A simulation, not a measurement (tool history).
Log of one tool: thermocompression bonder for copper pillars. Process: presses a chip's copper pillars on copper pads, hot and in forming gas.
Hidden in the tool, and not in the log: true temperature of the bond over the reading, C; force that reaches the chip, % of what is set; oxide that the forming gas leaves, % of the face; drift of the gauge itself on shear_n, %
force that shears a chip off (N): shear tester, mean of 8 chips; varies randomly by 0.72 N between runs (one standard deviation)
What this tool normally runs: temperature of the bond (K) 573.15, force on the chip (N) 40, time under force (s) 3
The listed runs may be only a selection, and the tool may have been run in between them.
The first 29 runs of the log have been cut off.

| run | hour | temperature of the bond (K) | force on the chip (N) | time under force (s) | hours of work since the heater was calibrated | hours of work since the force cell was calibrated | hours of work since the gas filter was changed | force that shears a chip off (N) |
|---|---|---|---|---|---|---|---|---|
| 30 | 436.9 | 558.15 | 29 | 8 | 97 | 35 | 73 | 50.2 |
| 31 | 455.3 | 572.15 | 40 | 3 | 109 | 47 | 85 | 59.2 |
| 32 | 476.5 | 572.15 | 40 | 3 | 123 | 61 | 99 | 59.6 |
| 33 | 494.0 | 573.15 | 53 | 3 | 134 | 73 | 110 | 79.9 |
| 34 | 510.6 | 573.15 | 25 | 4 | 145 | 83 | 121 | 37.4 |
| 35 | 520.0 | 573.15 | 48 | 3 | 151 | 90 | 127 | 70.7 |
| 36 | 533.0 | 578.15 | 31 | 3 | 160 | 98 | 136 | 48.0 |
| 37 | 546.2 | 578.15 | 31 | 3 | 168 | 107 | 145 | 46.8 |
| 38 | 556.5 | 578.15 | 31 | 3 | 175 | 113 | 151 | 46.6 |
| 39 | 565.8 | 585.15 | 40 | 3 | 181 | 119 | 157 | 68.7 |
| 40 | 574.7 | 576.15 | 40 | 3 | 187 | 125 | 163 | 60.8 |

Alternative continuations, all from the tool just after run 40; predict every row:
| A | 583.6 | 601.15 | 43 | 3 | 193 | 131 | 169 | ? |
| B | 583.6 | 600.15 | 58 | 3 | 193 | 131 | 169 | ? |
| C | 583.6 | 544.15 | 40 | 3 | 193 | 131 | 169 | ? |
| D | 583.6 | 599.15 | 59 | 2 | 193 | 131 | 169 | ? |

| run | force that shears a chip off (N) |
|---|---|
| A | 82.8 |
| B | 101.8 |
| C | 41.5 |
| D | 94.2 |
The same runs, with their run-to-run variation unchanged, on a tool lacking any hidden condition would have given:
| run | force that shears a chip off (N) |
|---|---|
| A | 84.5 |
| B | 104.1 |
| C | 42.3 |
| D | 96.2 |
